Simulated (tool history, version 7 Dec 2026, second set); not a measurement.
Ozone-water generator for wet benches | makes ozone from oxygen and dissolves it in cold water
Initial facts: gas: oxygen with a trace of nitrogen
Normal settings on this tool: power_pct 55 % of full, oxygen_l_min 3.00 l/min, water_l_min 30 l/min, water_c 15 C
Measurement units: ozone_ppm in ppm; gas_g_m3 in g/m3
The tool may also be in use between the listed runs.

{"run": 1, "hour": 0.0, "power_pct": 55, "oxygen_l_min": 3.0, "water_l_min": 30, "water_c": 15, "ozone_ppm": 9.6, "gas_g_m3": 168.5}
{"run": 2, "hour": 29.9, "power_pct": 55, "oxygen_l_min": 3.0, "water_l_min": 30, "water_c": 15, "ozone_ppm": 9.6, "gas_g_m3": 167.1}
{"run": 3, "hour": 48.0, "power_pct": 55, "oxygen_l_min": 3.0, "water_l_min": 30, "water_c": 15, "ozone_ppm": 9.5, "gas_g_m3": 166.2}
{"run": 4, "hour": 61.4, "power_pct": 55, "oxygen_l_min": 3.0, "water_l_min": 30, "water_c": 15, "ozone_ppm": 9.6, "gas_g_m3": 165.7}
{"run": 5, "hour": 83.0, "power_pct": 55, "oxygen_l_min": 3.0, "water_l_min": 30, "water_c": 15, "ozone_ppm": 9.5, "gas_g_m3": 165.7}
{"run": 6, "hour": 105.2, "power_pct": 55, "oxygen_l_min": 1.89, "water_l_min": 30, "water_c": 15, "ozone_ppm": 8.1, "gas_g_m3": 199.6}
{"run": 7, "hour": 128.6, "power_pct": 55, "oxygen_l_min": 1.89, "water_l_min": 30, "water_c": 15, "ozone_ppm": 8.0, "gas_g_m3": 198.8}
{"run": 8, "hour": 157.3, "power_pct": 55, "oxygen_l_min": 1.89, "water_l_min": 30, "water_c": 15, "ozone_ppm": 7.9, "gas_g_m3": 199.5}
{"run": 9, "hour": 181.6, "power_pct": 55, "oxygen_l_min": 1.89, "water_l_min": 30, "water_c": 15, "ozone_ppm": 7.9, "gas_g_m3": 198.7}
{"run": 10, "hour": 210.5, "power_pct": 55, "oxygen_l_min": 1.89, "water_l_min": 30, "water_c": 15, "ozone_ppm": 7.9, "gas_g_m3": 197.0}
{"run": 11, "hour": 223.3, "power_pct": 55, "oxygen_l_min": 1.89, "water_l_min": 30, "water_c": 15, "ozone_ppm": 7.8, "gas_g_m3": 199.4}
{"run": 12, "hour": 238.4, "power_pct": 91, "oxygen_l_min": 3.0, "water_l_min": 30, "water_c": 15, "ozone_ppm": 12.8, "gas_g_m3": 219.7}
{"run": 13, "hour": 255.2, "power_pct": 91, "oxygen_l_min": 3.0, "water_l_min": 30, "water_c": 15, "ozone_ppm": 12.8, "gas_g_m3": 220.6}
{"run": 14, "hour": 279.3, "power_pct": 55, "oxygen_l_min": 2.53, "water_l_min": 19, "water_c": 8, "ozone_ppm": 15.7, "gas_g_m3": 175.4}
{"run": 15, "hour": 297.3, "power_pct": 55, "oxygen_l_min": 2.53, "water_l_min": 19, "water_c": 8, "ozone_ppm": 15.4, "gas_g_m3": 174.2}
{"run": 16, "hour": 317.8, "power_pct": 55, "oxygen_l_min": 2.53, "water_l_min": 19, "water_c": 8, "ozone_ppm": 15.5, "gas_g_m3": 176.3}
{"run": 17, "hour": 347.8, "power_pct": 41, "oxygen_l_min": 3.73, "water_l_min": 20, "water_c": 8, "ozone_ppm": 14.2, "gas_g_m3": 126.5}
{"run": 18, "hour": 363.4, "power_pct": 41, "oxygen_l_min": 3.73, "water_l_min": 20, "water_c": 8, "ozone_ppm": 14.4, "gas_g_m3": 127.7}
{"run": 19, "hour": 381.3, "power_pct": 81, "oxygen_l_min": 3.73, "water_l_min": 20, "water_c": 11, "ozone_ppm": 20.4, "gas_g_m3": 185.5}
{"run": 20, "hour": 398.6, "power_pct": 81, "oxygen_l_min": 3.73, "water_l_min": 20, "water_c": 11, "ozone_ppm": 20.0, "gas_g_m3": 186.7}

5 options for the next run, each taken on its own from the tool as it stands now. Forecast them:
{"run": "A", "hour": 412.7, "power_pct": 52, "oxygen_l_min": 3.73, "water_l_min": 32, "water_c": 11, "ozone_ppm": "?", "gas_g_m3": "?"}
{"run": "B", "hour": 412.7, "power_pct": 71, "oxygen_l_min": 2.01, "water_l_min": 20, "water_c": 11, "ozone_ppm": "?", "gas_g_m3": "?"}
{"run": "C", "hour": 412.7, "power_pct": 48, "oxygen_l_min": 1.71, "water_l_min": 30, "water_c": 14, "ozone_ppm": "?", "gas_g_m3": "?"}
{"run": "D", "hour": 412.7, "power_pct": 53, "oxygen_l_min": 3.73, "water_l_min": 23, "water_c": 14, "ozone_ppm": "?", "gas_g_m3": "?"}
{"run": "E", "hour": 412.7, "power_pct": 89, "oxygen_l_min": 2.37, "water_l_min": 26, "water_c": 11, "ozone_ppm": "?", "gas_g_m3": "?"}

run=A ozone_ppm=9.7 gas_g_m3=145.6
run=B ozone_ppm=15.0 gas_g_m3=221.8
run=C ozone_ppm=7.3 gas_g_m3=190.0
run=D ozone_ppm=13.6 gas_g_m3=144.4
run=E ozone_ppm=13.9 gas_g_m3=236.0
With no hidden state in the tool, these same runs would have given:
run=A ozone_ppm=9.7 gas_g_m3=147.9
run=B ozone_ppm=15.0 gas_g_m3=225.2
run=C ozone_ppm=7.3 gas_g_m3=193.0
run=D ozone_ppm=13.6 gas_g_m3=146.7
run=E ozone_ppm=13.9 gas_g_m3=239.6

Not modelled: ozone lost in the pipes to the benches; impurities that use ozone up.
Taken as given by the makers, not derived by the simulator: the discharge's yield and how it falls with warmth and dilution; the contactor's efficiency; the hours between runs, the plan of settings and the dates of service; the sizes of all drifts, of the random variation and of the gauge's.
